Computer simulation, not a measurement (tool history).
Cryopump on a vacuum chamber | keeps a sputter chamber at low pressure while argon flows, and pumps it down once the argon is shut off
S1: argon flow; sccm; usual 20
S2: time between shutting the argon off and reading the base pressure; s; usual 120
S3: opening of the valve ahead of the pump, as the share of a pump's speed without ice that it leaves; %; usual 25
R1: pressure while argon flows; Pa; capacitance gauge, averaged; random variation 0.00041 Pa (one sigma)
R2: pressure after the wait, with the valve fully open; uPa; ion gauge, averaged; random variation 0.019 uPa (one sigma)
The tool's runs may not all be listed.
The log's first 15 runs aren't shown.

| run | hour | S1 | S2 | S3 | R1 | R2 |
|---|---|---|---|---|---|---|
| 16 | 574.1 | 20 | 225 | 25 | 0.066 | 0.46 |
| 17 | 634.3 | 20 | 225 | 25 | 0.0658 | 0.5 |
| 18 | 686.2 | 15 | 252 | 38 | 0.0341 | 0.52 |
| 19 | 736.1 | 37 | 104 | 20 | 0.1533 | 0.63 |
| 20 | 777.9 | 32 | 27 | 56 | 0.0544 | 1.06 |
| 21 | 830.4 | 20 | 21 | 16 | 0.1033 | 1.21 |
|  | 852.1 | pump warmed up, emptied and cooled again |
| 22 | 866 | 20 | 21 | 16 | 0.0954 | 1.04 |
| 23 | 898.5 | 8 | 21 | 16 | 0.0389 | 1.08 |
| 24 | 947 | 8 | 21 | 16 | 0.038 | 1.08 |
| 25 | 1007.7 | 10 | 75 | 21 | 0.0371 | 0.55 |
| 26 | 1042.8 | 14 | 113 | 28 | 0.0395 | 0.52 |
| 27 | 1097.1 | 23 | 50 | 25 | 0.0716 | 0.72 |
| 28 | 1142.8 | 23 | 50 | 25 | 0.0723 | 0.7 |
| 29 | 1186.8 | 20 | 175 | 25 | 0.0635 | 0.5 |
| 30 | 1246.2 | 20 | 175 | 25 | 0.0636 | 0.52 |
| 31 | 1276.3 | 9 | 177 | 17 | 0.0421 | 0.53 |
| 32 | 1314.3 | 11 | 273 | 17 | 0.0509 | 0.52 |
| 33 | 1341.4 | 12 | 80 | 51 | 0.0203 | 0.63 |

3 ways to go on from here, each from the tool as it stands after run 33. What would each give?
| A | 1393.3 | 28 | 80 | 46 | ? | ? |
| B | 1393.3 | 12 | 257 | 51 | ? | ? |
| C | 1393.3 | 20 | 269 | 40 | ? | ? |

| run | R1 | R2 |
|---|---|---|
| A | 0.0518 | 0.66 |
| B | 0.0199 | 0.59 |
| C | 0.0417 | 0.54 |
Without the tool's hidden state the same runs would have given:
| run | R1 | R2 |
|---|---|---|
| A | 0.0458 | 0.3 |
| B | 0.0173 | 0.24 |
| C | 0.0375 | 0.2 |
